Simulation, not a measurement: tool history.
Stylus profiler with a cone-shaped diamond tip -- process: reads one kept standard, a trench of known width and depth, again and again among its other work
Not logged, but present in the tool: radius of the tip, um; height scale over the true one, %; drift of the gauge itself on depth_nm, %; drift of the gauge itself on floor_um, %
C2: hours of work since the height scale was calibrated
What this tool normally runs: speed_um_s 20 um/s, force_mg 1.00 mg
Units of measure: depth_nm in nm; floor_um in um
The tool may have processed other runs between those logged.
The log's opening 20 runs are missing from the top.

run 21 hour=959.7 | speed_um_s=20 force_mg=1.00 | scans_with_this_tip=14995 C2=67 | depth_nm=1001.67 floor_um=20.47
run 22 hour=1025.5 | speed_um_s=20 force_mg=0.73 | scans_with_this_tip=15268 C2=102 | depth_nm=999.54 floor_um=20.36
run 23 hour=1071.8 | speed_um_s=20 force_mg=0.73 | scans_with_this_tip=15460 C2=127 | depth_nm=999.75 floor_um=20.33
run 24 hour=1106.8 | speed_um_s=8 force_mg=0.66 | scans_with_this_tip=15605 C2=145 | depth_nm=999.04 floor_um=20.43
-- hour=1142.1 height scale calibrated on a step standard, once more
run 25 hour=1158.9 | speed_um_s=8 force_mg=0.66 | scans_with_this_tip=15819 C2=9 | depth_nm=1006.27 floor_um=20.46
run 26 hour=1191.5 | speed_um_s=17 force_mg=2.27 | scans_with_this_tip=15954 C2=26 | depth_nm=1014.57 floor_um=20.41
run 27 hour=1233.3 | speed_um_s=6 force_mg=1.06 | scans_with_this_tip=16127 C2=48 | depth_nm=1008.91 floor_um=20.34
run 28 hour=1260.4 | speed_um_s=19 force_mg=0.50 | scans_with_this_tip=16240 C2=63 | depth_nm=1005.17 floor_um=20.15
run 29 hour=1309.4 | speed_um_s=19 force_mg=0.50 | scans_with_this_tip=16443 C2=89 | depth_nm=1004.66 floor_um=20.09
run 30 hour=1352.8 | speed_um_s=7 force_mg=1.03 | scans_with_this_tip=16623 C2=112 | depth_nm=1008.30 floor_um=20.35
run 31 hour=1383.3 | speed_um_s=8 force_mg=1.03 | scans_with_this_tip=16749 C2=128 | depth_nm=1008.65 floor_um=20.23
run 32 hour=1422.5 | speed_um_s=55 force_mg=1.12 | scans_with_this_tip=16912 C2=149 | depth_nm=1008.94 floor_um=19.80
run 33 hour=1477.6 | speed_um_s=12 force_mg=0.99 | scans_with_this_tip=17140 C2=178 | depth_nm=1008.20 floor_um=20.17
run 34 hour=1525.6 | speed_um_s=5 force_mg=2.93 | scans_with_this_tip=17339 C2=204 | depth_nm=1017.47 floor_um=20.20
run 35 hour=1558.4 | speed_um_s=11 force_mg=0.44 | scans_with_this_tip=17475 C2=221 | depth_nm=1004.74 floor_um=20.03
run 36 hour=1625.4 | speed_um_s=7 force_mg=1.40 | scans_with_this_tip=17753 C2=257 | depth_nm=1010.00 floor_um=20.09
run 37 hour=1686.4 | speed_um_s=77 force_mg=2.86 | scans_with_this_tip=18006 C2=289 | depth_nm=1017.00 floor_um=19.66
run 38 hour=1715.1 | speed_um_s=77 force_mg=2.86 | scans_with_this_tip=18125 C2=304 | depth_nm=1016.61 floor_um=19.62
run 39 hour=1780.1 | speed_um_s=77 force_mg=2.86 | scans_with_this_tip=18394 C2=339 | depth_nm=1016.76 floor_um=19.60
run 40 hour=1832.3 | speed_um_s=77 force_mg=2.86 | scans_with_this_tip=18611 C2=367 | depth_nm=1016.64 floor_um=19.57
run 41 hour=1886.6 | speed_um_s=7 force_mg=1.88 | scans_with_this_tip=18836 C2=395 | depth_nm=1012.35 floor_um=19.92
run 42 hour=1943.6 | speed_um_s=7 force_mg=1.88 | scans_with_this_tip=19072 C2=426 | depth_nm=1011.89 floor_um=19.85
run 43 hour=1987.1 | speed_um_s=35 force_mg=1.29 | scans_with_this_tip=19252 C2=449 | depth_nm=1008.96 floor_um=19.60
run 44 hour=2048.6 | speed_um_s=54 force_mg=2.16 | scans_with_this_tip=19508 C2=482 | depth_nm=1013.32 floor_um=19.42
run 45 hour=2092.1 | speed_um_s=29 force_mg=0.71 | scans_with_this_tip=19688 C2=505 | depth_nm=1005.51 floor_um=19.52

Each row is a separate what-if for the run after 45, all from the same tool condition, not one after another. Results?
run A hour=2143.0 | speed_um_s=7 force_mg=2.20 | scans_with_this_tip=19899 C2=532 | depth_nm=? floor_um=?
run B hour=2143.0 | speed_um_s=38 force_mg=0.76 | scans_with_this_tip=19899 C2=532 | depth_nm=? floor_um=?
run C hour=2143.0 | speed_um_s=11 force_mg=1.09 | scans_with_this_tip=19899 C2=532 | depth_nm=? floor_um=?
run D hour=2143.0 | speed_um_s=20 force_mg=1.09 | scans_with_this_tip=19899 C2=532 | depth_nm=? floor_um=?

run=A depth_nm=1013.54 floor_um=19.68
run=B depth_nm=1006.21 floor_um=19.33
run=C depth_nm=1007.74 floor_um=19.67
run=D depth_nm=1008.30 floor_um=19.67
Without the tool's unlogged condition, the same runs would have read:
run=A depth_nm=1014.81 floor_um=23.88
run=B depth_nm=1007.47 floor_um=23.53
run=C depth_nm=1009.01 floor_um=23.87
run=D depth_nm=1009.56 floor_um=23.87
